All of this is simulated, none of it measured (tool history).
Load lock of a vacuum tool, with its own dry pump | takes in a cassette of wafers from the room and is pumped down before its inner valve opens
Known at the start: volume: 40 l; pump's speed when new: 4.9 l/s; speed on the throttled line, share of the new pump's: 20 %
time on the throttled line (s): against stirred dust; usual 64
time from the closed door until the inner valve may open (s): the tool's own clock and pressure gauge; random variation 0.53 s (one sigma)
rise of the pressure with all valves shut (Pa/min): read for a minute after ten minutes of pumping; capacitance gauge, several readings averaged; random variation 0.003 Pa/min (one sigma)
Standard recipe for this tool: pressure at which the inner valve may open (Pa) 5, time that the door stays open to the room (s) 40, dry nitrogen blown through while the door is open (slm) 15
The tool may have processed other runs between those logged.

| run | day | time on the throttled line (s) | pressure at which the inner valve may open (Pa) | time that the door stays open to the room (s) | dry nitrogen blown through while the door is open (slm) | incoming humidity of the room's air, % | time from the closed door until the inner valve may open (s) | rise of the pressure with all valves shut (Pa/min) |
|---|---|---|---|---|---|---|---|---|
| 1 | 0.000 | 64 | 5 | 40 | 15 | 41.1 | 135.4 | 0.033 |
| 2 | 10.721 | 64 | 5 | 40 | 15 | 44.3 | 136.2 | 0.050 |
| 3 | 23.496 | 64 | 5 | 40 | 15 | 46.8 | 136.6 | 0.056 |
| 4 | 32.362 | 64 | 9 | 40 | 15 | 40.4 | 130.1 | 0.056 |
| 5 | 45.621 | 64 | 5 | 62 | 15 | 47.4 | 135.6 | 0.080 |
| 6 | 54.479 | 64 | 5 | 62 | 15 | 45.6 | 136.5 | 0.083 |
| 7 | 62.838 | 64 | 5 | 36 | 15 | 45.5 | 134.6 | 0.081 |
| 8 | 77.621 | 64 | 5 | 36 | 15 | 43.3 | 137.2 | 0.102 |
| 9 | 88.350 | 64 | 5 | 40 | 15 | 45.9 | 136.3 | 0.121 |
| 10 | 95.588 | 64 | 5 | 40 | 15 | 45.6 | 136.4 | 0.127 |
| 11 | 107.338 | 64 | 5 | 59 | 15 | 48.3 | 136.9 | 0.145 |
| 12 | 116.050 | 64 | 5 | 59 | 15 | 42.7 | 136.8 | 0.161 |
| 13 | 128.883 | 64 | 5 | 59 | 6 | 46.0 | 137.3 | 0.197 |
| 14 | 140.954 | 64 | 5 | 59 | 6 | 45.8 | 136.6 | 0.221 |
| 15 | 152.650 | 64 | 5 | 59 | 6 | 45.3 | 137.1 | 0.240 |
| 16 | 164.279 | 64 | 5 | 59 | 6 | 45.3 | 138.0 | 0.265 |
| 17 | 171.588 | 64 | 5 | 40 | 15 | 45.4 | 137.6 | 0.239 |
| 18 | 182.671 | 64 | 5 | 40 | 15 | 47.6 | 138.0 | 0.271 |
| 19 | 193.262 | 92 | 5 | 120 | 14 | 45.5 | 159.0 | 0.315 |
| 20 | 201.662 | 64 | 5 | 40 | 31 | 48.1 | 138.4 | 0.310 |
| 21 | 214.196 | 64 | 5 | 40 | 31 | 49.5 | 138.9 | 0.334 |
| 22 | 223.679 | 64 | 9 | 160 | 31 | 40.7 | 132.8 | 0.373 |
| 23 | 231.154 | 64 | 9 | 160 | 31 | 47.0 | 133.0 | 0.393 |
| 24 | 246.317 | 67 | 7 | 198 | 11 | 45.2 | 138.3 | 0.466 |
| 25 | 260.575 | 105 | 7 | 35 | 13 | 44.2 | 167.3 | 0.441 |
|  | 267.225 | door's seal changed, seat wiped |
| 26 | 268.525 | 64 | 5 | 30 | 33 | 48.4 | 138.5 | 0.018 |
| 27 | 277.925 | 94 | 7 | 40 | 13 | 47.1 | 158.8 | 0.048 |
| 28 | 288.625 | 110 | 7 | 43 | 5 | 43.3 | 171.5 | 0.073 |
| 29 | 296.171 | 110 | 7 | 43 | 5 | 45.1 | 173.0 | 0.079 |
| 30 | 304.262 | 64 | 4 | 40 | 15 | 42.5 | 140.6 | 0.062 |
| 31 | 315.408 | 64 | 4 | 40 | 15 | 45.5 | 141.2 | 0.079 |
| 32 | 329.958 | 75 | 5 | 103 | 6 | 42.6 | 147.6 | 0.128 |
| 33 | 340.733 | 75 | 5 | 103 | 6 | 44.0 | 147.7 | 0.144 |
| 34 | 348.521 | 75 | 5 | 103 | 6 | 46.0 | 148.4 | 0.161 |
| 35 | 358.679 | 64 | 7 | 29 | 10 | 44.6 | 136.0 | 0.121 |
| 36 | 373.579 | 64 | 5 | 29 | 10 | 46.8 | 139.9 | 0.144 |

Consider 5 possible next runs. They are alternatives, not a sequence: every one starts from the tool as it was left by run 36. What does each give?
| A | 389.088 | 44 | 5 | 232 | 4 | 45.0 | ? | ? |
| B | 389.088 | 45 | 10 | 124 | 15 | 46.9 | ? | ? |
| C | 389.088 | 38 | 9 | 29 | 10 | 43.7 | ? | ? |
| D | 389.088 | 58 | 5 | 29 | 34 | 46.5 | ? | ? |
| E | 389.088 | 64 | 8 | 40 | 15 | 43.1 | ? | ? |

| run | time from the closed door until the inner valve may open (s) | rise of the pressure with all valves shut (Pa/min) |
|---|---|---|
| A | 124.7 | 0.261 |
| B | 118.1 | 0.202 |
| C | 113.7 | 0.171 |
| D | 135.2 | 0.160 |
| E | 135.9 | 0.168 |
What these runs would have given with no unlogged condition in the tool:
| run | time from the closed door until the inner valve may open (s) | rise of the pressure with all valves shut (Pa/min) |
|---|---|---|
| A | 117.3 | 0.129 |
| B | 111.4 | 0.068 |
| C | 106.9 | 0.037 |
| D | 128.3 | 0.026 |
| E | 129.5 | 0.034 |
